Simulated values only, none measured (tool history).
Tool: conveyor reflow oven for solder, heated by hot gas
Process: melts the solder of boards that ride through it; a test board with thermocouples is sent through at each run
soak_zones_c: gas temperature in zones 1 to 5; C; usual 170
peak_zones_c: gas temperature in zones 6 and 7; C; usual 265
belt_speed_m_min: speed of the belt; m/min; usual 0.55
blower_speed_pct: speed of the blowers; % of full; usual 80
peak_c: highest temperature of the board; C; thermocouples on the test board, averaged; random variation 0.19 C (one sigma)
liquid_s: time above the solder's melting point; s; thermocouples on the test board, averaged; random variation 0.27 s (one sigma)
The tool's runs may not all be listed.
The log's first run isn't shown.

run	hour	soak_zones_c	peak_zones_c	belt_speed_m_min	blower_speed_pct	hours of work since the flux was cleaned out	hours of work since the belt drive was overhauled	hours of work since the thermocouples were changed	peak_c	liquid_s
2	43.7	170	265	0.55	80	38	373	708	252.6	66.2
3	103.9	170	265	0.528	80	84	419	754	253.3	69.8
4	182.2	170	278	0.55	80	144	479	814	263.7	72.6
5	274.6	170	265	0.55	80	215	550	885	251.7	65.2
# hour 348.2: flux residue cleaned out of gas plates and filters
6	370.2	170	280	0.55	80	17	620	955	265.7	75.1
7	446.6	170	265	0.55	69	76	678	1013	250.1	63.7
8	494.7	170	265	0.55	69	113	715	1050	249.8	63.5
9	569.8	170	265	0.654	80	170	773	1108	246.5	49.5
# hour 625.9: thermocouples of zones 6 and 7 changed
10	651.8	170	265	0.55	80	232	834	20	252.9	66.8
# hour 704.2: flux residue cleaned out of gas plates and filters
11	721.2	170	265	0.55	80	13	884	69	253	67.3
12	777.4	170	265	0.55	51	56	927	113	246.9	59.8
13	836.9	170	265	0.487	80	102	973	158	256.1	80.2
14	926	170	265	0.487	80	170	1041	227	255.5	79.8
15	1027.3	170	265	0.609	80	248	1119	304	249.6	57.6
# hour 1060.4: flux residue cleaned out of gas plates and filters
16	1098.3	170	263	0.55	80	29	1170	355	251.5	67
17	1165.7	170	275	0.55	88	81	1222	407	263.2	75.2
# hour 1238.6: belt drive overhauled, speed set with a stopwatch
18	1260.6	170	274	0.55	80	151	17	477	259.9	70.2
19	1347.2	167	265	0.492	77	217	83	543	253.8	73.3
20	1402.8	175	276	0.494	69	260	126	586	263.3	82.9
# hour 1420.3: flux residue cleaned out of gas plates and filters
21	1478.8	175	276	0.494	69	45	181	641	264.2	83.1
22	1520.2	175	276	0.494	69	77	212	672	263.6	83.3
23	1576.8	170	276	0.494	69	120	256	716	262.7	80.8
24	1652.6	165	257	0.506	60	178	314	774	242.5	59.1
25	1753.7	170	265	0.493	80	256	392	852	254.2	75.7
# hour 1777.3: flux residue cleaned out of gas plates and filters
26	1802.8	157	270	0.486	65	20	426	886	255.5	72.5

The next listed run, before its measurement:
27	1849.1	170	265	0.641	81	55	461	921	?	?

Run 27 gave peak_c 247.5 C, liquid_s 51.7 s.
Without the tool's hidden state the same run would have given peak_c 248.7 C, liquid_s 52 s.
